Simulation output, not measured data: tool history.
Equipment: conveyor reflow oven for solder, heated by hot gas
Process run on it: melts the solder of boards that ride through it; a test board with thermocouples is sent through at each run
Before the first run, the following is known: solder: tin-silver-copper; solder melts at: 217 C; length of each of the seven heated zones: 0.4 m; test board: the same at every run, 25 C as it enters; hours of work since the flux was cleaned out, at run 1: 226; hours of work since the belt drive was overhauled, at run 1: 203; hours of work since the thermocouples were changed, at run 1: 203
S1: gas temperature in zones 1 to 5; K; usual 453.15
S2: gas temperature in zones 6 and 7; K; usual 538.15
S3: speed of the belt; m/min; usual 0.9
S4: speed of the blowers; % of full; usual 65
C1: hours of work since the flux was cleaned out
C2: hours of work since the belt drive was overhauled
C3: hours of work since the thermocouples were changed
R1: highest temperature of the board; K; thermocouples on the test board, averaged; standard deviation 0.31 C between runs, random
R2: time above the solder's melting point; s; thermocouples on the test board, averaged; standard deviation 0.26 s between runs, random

| run | day | S1 | S2 | S3 | S4 | C1 | C2 | C3 | R1 | R2 |
|---|---|---|---|---|---|---|---|---|---|---|
| 1 | 0 | 453.15 | 538.15 | 0.9 | 65 | 226 | 203 | 203 | 523.45 | 40.6 |
| 2 | 0.4 | 453.15 | 538.15 | 0.905 | 65 | 232 | 210 | 210 | 523.85 | 40.2 |
| 3 | 0.708 | 453.15 | 538.15 | 0.9 | 60 | 237 | 215 | 215 | 522.85 | 40 |
| 4 | 0.933 | 453.15 | 538.15 | 0.9 | 65 | 241 | 218 | 218 | 523.45 | 40.4 |
| 5 | 1.3 | 453.15 | 538.15 | 0.9 | 65 | 247 | 224 | 224 | 523.15 | 40.3 |
| 6 | 1.721 | 453.15 | 538.15 | 0.9 | 65 | 254 | 231 | 231 | 523.95 | 40.6 |
| 7 | 2.138 | 453.15 | 538.15 | 0.904 | 65 | 260 | 238 | 238 | 523.55 | 40.5 |
| 8 | 2.404 | 453.15 | 538.15 | 0.9 | 65 | 265 | 242 | 242 | 523.45 | 40.3 |
| 9 | 2.783 | 453.15 | 550.15 | 0.9 | 65 | 271 | 248 | 248 | 533.85 | 45.2 |
| 10 | 3.146 | 453.15 | 550.15 | 0.9 | 65 | 277 | 254 | 254 | 533.95 | 45.4 |
| 11 | 3.442 | 453.15 | 538.15 | 0.9 | 65 | 281 | 259 | 259 | 523.25 | 40.7 |
| 12 | 3.679 | 453.15 | 538.15 | 0.9 | 65 | 285 | 263 | 263 | 523.55 | 40.4 |
| 13 | 4.196 | 453.15 | 538.15 | 0.9 | 65 | 294 | 271 | 271 | 522.95 | 40.4 |
| 14 | 4.596 | 447.15 | 538.15 | 0.9 | 65 | 300 | 278 | 278 | 522.25 | 38.5 |
| 15 | 4.858 | 447.15 | 538.15 | 0.9 | 53 | 304 | 282 | 282 | 519.95 | 35.9 |
| 16 | 5.362 | 453.15 | 528.15 | 0.9 | 65 | 313 | 290 | 290 | 514.95 | 35 |
| 17 | 5.662 | 465.15 | 538.15 | 0.872 | 58 | 317 | 295 | 295 | 526.45 | 47.1 |
| 18 | 5.896 | 465.15 | 538.15 | 0.872 | 72 | 321 | 299 | 299 | 526.95 | 47.7 |
| 19 | 6.212 | 453.15 | 538.15 | 0.909 | 65 | 326 | 304 | 304 | 522.95 | 39.4 |
| 20 | 6.592 | 453.15 | 538.15 | 1.047 | 68 | 332 | 310 | 310 | 518.25 | 31 |
| 21 | 7.004 | 453.15 | 535.15 | 0.9 | 65 | 339 | 316 | 316 | 520.85 | 38.4 |
| 22 | 7.388 | 453.15 | 535.15 | 0.973 | 74 | 345 | 323 | 323 | 519.35 | 34.9 |
| 23 | 7.821 | 453.15 | 535.15 | 0.973 | 74 | 352 | 330 | 330 | 519.65 | 34.9 |

Estimate the outcome of run 24 from the log above:
| 24 | 8.279 | 450.15 | 529.15 | 0.821 | 67 | 360 | 337 | 337 | ? | ? |

{"run 24": {"R1": 517.45, "R2": 40.7}}
Minus the tool's unlogged condition, the same run would have read R1 518.45 K, R2 42 s.

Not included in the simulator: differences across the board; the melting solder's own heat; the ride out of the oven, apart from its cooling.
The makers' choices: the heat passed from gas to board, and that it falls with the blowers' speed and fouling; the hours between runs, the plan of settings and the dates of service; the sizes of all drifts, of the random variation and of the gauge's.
